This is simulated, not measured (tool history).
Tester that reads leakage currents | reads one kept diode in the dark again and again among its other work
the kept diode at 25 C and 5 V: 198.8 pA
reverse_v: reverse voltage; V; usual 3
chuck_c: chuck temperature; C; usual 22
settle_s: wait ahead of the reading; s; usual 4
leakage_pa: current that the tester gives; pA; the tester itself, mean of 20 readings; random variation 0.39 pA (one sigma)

Run 1, hour 0: usual settings. Result: leakage_pa 144.64 pA.
Run 2, hour 69.2: usual settings. Result: leakage_pa 144.41 pA.
Run 3, hour 105.9: usual settings. Result: leakage_pa 146.09 pA.
Run 4, hour 147.4: usual settings. Result: leakage_pa 146.22 pA.
Run 5, hour 217.6: usual settings but reverse_v 1.15 V. Result: leakage_pa 100.88 pA.
Run 6, hour 263.1: usual settings but reverse_v 1.15 V. Result: leakage_pa 101.7 pA.
Run 7, hour 337.8: usual settings but chuck_c 28 C. Result: leakage_pa 234.74 pA.
Run 8, hour 387.8: usual settings but chuck_c 28 C, settle_s 8.78 s. Result: leakage_pa 236.3 pA.
Run 9, hour 442.4: usual settings but chuck_c 32 C. Result: leakage_pa 318.77 pA.
Run 10, hour 480.7: usual settings but reverse_v 2.29 V. Result: leakage_pa 134.95 pA.
Run 11, hour 518: usual settings but reverse_v 2.29 V. Result: leakage_pa 134.64 pA.
Run 12, hour 572.7: usual settings but reverse_v 2.29 V. Result: leakage_pa 135.5 pA.
At hour 581.3: chuck's temperature calibrated.
Run 13, hour 651.8: usual settings but reverse_v 4.07 V, settle_s 0.32 s. Result: leakage_pa 176.68 pA.
Run 14, hour 729.3: usual settings but reverse_v 17.35 V, chuck_c 56 C, settle_s 0.47 s. Result: leakage_pa 3407.94 pA.
Run 15, hour 787: usual settings but reverse_v 16.38 V, chuck_c 36 C, settle_s 0.87 s. Result: leakage_pa 872.35 pA.
At hour 844.6: chuck's temperature calibrated, once more.
Run 16, hour 855.8: usual settings but reverse_v 8 V, chuck_c 55 C, settle_s 1.69 s. Result: leakage_pa 2042.96 pA.
Run 17, hour 915: usual settings but reverse_v 8 V, chuck_c 55 C, settle_s 2.78 s. Result: leakage_pa 2051.48 pA.
Run 18, hour 974.9: usual settings but reverse_v 2.01 V, settle_s 7.3 s. Result: leakage_pa 113.06 pA.

Forecast each of these 5 alternatives for the next run:
Run A, hour 1053.8: usual settings but settle_s 3.38 s. Result: leakage_pa ?.
Run B, hour 1053.8: usual settings but chuck_c 28 C, settle_s 7.29 s. Result: leakage_pa ?.
Run C, hour 1053.8: usual settings but reverse_v 2.01 V, chuck_c 26 C, settle_s 7.25 s. Result: leakage_pa ?.
Run D, hour 1053.8: usual settings but reverse_v 1.5 V. Result: leakage_pa ?.
Run E, hour 1053.8: usual settings but reverse_v 7.11 V, settle_s 6.83 s. Result: leakage_pa ?.

run  leakage_pa
  A      133.85
  B       212.7
  C      155.72
  D      101.14
  E      188.03
Without the tool's hidden state the same runs would have given:
run  leakage_pa
  A      129.46
  B      206.59
  C       151.3
  D       98.15
  E      180.62
